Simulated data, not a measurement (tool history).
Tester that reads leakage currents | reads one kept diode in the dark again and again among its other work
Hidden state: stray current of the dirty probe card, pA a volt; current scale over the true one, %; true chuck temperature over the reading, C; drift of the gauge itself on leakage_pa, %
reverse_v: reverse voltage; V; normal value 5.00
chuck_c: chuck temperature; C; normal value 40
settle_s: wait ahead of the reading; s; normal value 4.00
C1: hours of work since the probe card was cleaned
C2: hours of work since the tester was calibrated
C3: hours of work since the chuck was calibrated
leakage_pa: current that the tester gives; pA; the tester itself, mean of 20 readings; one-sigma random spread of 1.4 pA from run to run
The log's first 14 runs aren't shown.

run 15 hour=934.8 | reverse_v=17.80 chuck_c=40 settle_s=4.00 | C1=1523 C2=1416 C3=732 | leakage_pa=927.89
run 16 hour=990.8 | reverse_v=17.80 chuck_c=40 settle_s=4.00 | C1=1567 C2=1460 C3=776 | leakage_pa=925.13
run 17 hour=1049.8 | reverse_v=5.00 chuck_c=40 settle_s=4.00 | C1=1613 C2=1506 C3=822 | leakage_pa=496.84
run 18 hour=1140.7 | reverse_v=5.00 chuck_c=40 settle_s=4.00 | C1=1684 C2=1577 C3=893 | leakage_pa=498.61
run 19 hour=1220.0 | reverse_v=5.00 chuck_c=40 settle_s=4.00 | C1=1746 C2=1639 C3=955 | leakage_pa=500.40
run 20 hour=1306.9 | reverse_v=5.00 chuck_c=40 settle_s=4.00 | C1=1815 C2=1707 C3=1023 | leakage_pa=502.28
-- hour=1317.9 chuck's temperature calibrated
run 21 hour=1380.0 | reverse_v=6.06 chuck_c=33 settle_s=0.50 | C1=1870 C2=1763 C3=49 | leakage_pa=287.70
run 22 hour=1479.0 | reverse_v=6.06 chuck_c=37 settle_s=0.50 | C1=1948 C2=1840 C3=126 | leakage_pa=404.35
run 23 hour=1560.2 | reverse_v=6.06 chuck_c=37 settle_s=0.50 | C1=2011 C2=1904 C3=190 | leakage_pa=405.13
run 24 hour=1617.9 | reverse_v=18.29 chuck_c=48 settle_s=5.46 | C1=2056 C2=1949 C3=235 | leakage_pa=1720.55
run 25 hour=1702.9 | reverse_v=18.29 chuck_c=48 settle_s=5.46 | C1=2123 C2=2016 C3=301 | leakage_pa=1714.72
run 26 hour=1805.1 | reverse_v=13.92 chuck_c=40 settle_s=0.35 | C1=2203 C2=2096 C3=382 | leakage_pa=797.81
run 27 hour=1886.1 | reverse_v=5.00 chuck_c=40 settle_s=3.07 | C1=2266 C2=2159 C3=445 | leakage_pa=480.40
run 28 hour=1952.1 | reverse_v=1.28 chuck_c=51 settle_s=1.00 | C1=2318 C2=2211 C3=497 | leakage_pa=598.90
-- hour=2034.6 probe card cleaned and baked
run 29 hour=2034.6 | reverse_v=1.28 chuck_c=51 settle_s=1.00 | C1=0 C2=2273 C3=559 | leakage_pa=596.69
run 30 hour=2113.9 | reverse_v=6.63 chuck_c=40 settle_s=2.74 | C1=62 C2=2335 C3=621 | leakage_pa=548.41
run 31 hour=2157.7 | reverse_v=5.00 chuck_c=43 settle_s=1.05 | C1=96 C2=2369 C3=655 | leakage_pa=614.02
run 32 hour=2200.0 | reverse_v=3.80 chuck_c=42 settle_s=3.68 | C1=130 C2=2403 C3=688 | leakage_pa=496.98
run 33 hour=2271.0 | reverse_v=3.80 chuck_c=42 settle_s=3.68 | C1=185 C2=2458 C3=744 | leakage_pa=491.22
run 34 hour=2347.3 | reverse_v=5.00 chuck_c=28 settle_s=4.00 | C1=245 C2=2518 C3=804 | leakage_pa=168.94
-- hour=2391.2 tester calibrated
run 35 hour=2391.8 | reverse_v=2.70 chuck_c=40 settle_s=4.00 | C1=278 C2=0 C3=837 | leakage_pa=366.06
run 36 hour=2483.9 | reverse_v=2.70 chuck_c=40 settle_s=5.78 | C1=350 C2=73 C3=909 | leakage_pa=366.49
run 37 hour=2566.8 | reverse_v=12.77 chuck_c=40 settle_s=1.59 | C1=415 C2=138 C3=974 | leakage_pa=786.68
run 38 hour=2619.9 | reverse_v=12.77 chuck_c=40 settle_s=1.59 | C1=457 C2=179 C3=1016 | leakage_pa=791.73
-- hour=2645.1 chuck's temperature calibrated
run 39 hour=2693.8 | reverse_v=12.74 chuck_c=48 settle_s=1.59 | C1=513 C2=235 C3=38 | leakage_pa=1452.62

Forecast each of these 4 alternatives for the next run:
run A hour=2746.9 | reverse_v=5.97 chuck_c=48 settle_s=1.59 | C1=555 C2=277 C3=80 | leakage_pa=?
run B hour=2746.9 | reverse_v=2.76 chuck_c=27 settle_s=0.72 | C1=555 C2=277 C3=80 | leakage_pa=?
run C hour=2746.9 | reverse_v=5.00 chuck_c=58 settle_s=4.00 | C1=555 C2=277 C3=80 | leakage_pa=?
run D hour=2746.9 | reverse_v=5.00 chuck_c=52 settle_s=3.53 | C1=555 C2=277 C3=80 | leakage_pa=?

run=A leakage_pa=1015.45
run=B leakage_pa=116.04
run=C leakage_pa=2007.69
run=D leakage_pa=1271.13
What these runs would have given with no unlogged condition in the tool:
run=A leakage_pa=1000.77
run=B leakage_pa=113.57
run=C leakage_pa=1982.18
run=D leakage_pa=1253.86

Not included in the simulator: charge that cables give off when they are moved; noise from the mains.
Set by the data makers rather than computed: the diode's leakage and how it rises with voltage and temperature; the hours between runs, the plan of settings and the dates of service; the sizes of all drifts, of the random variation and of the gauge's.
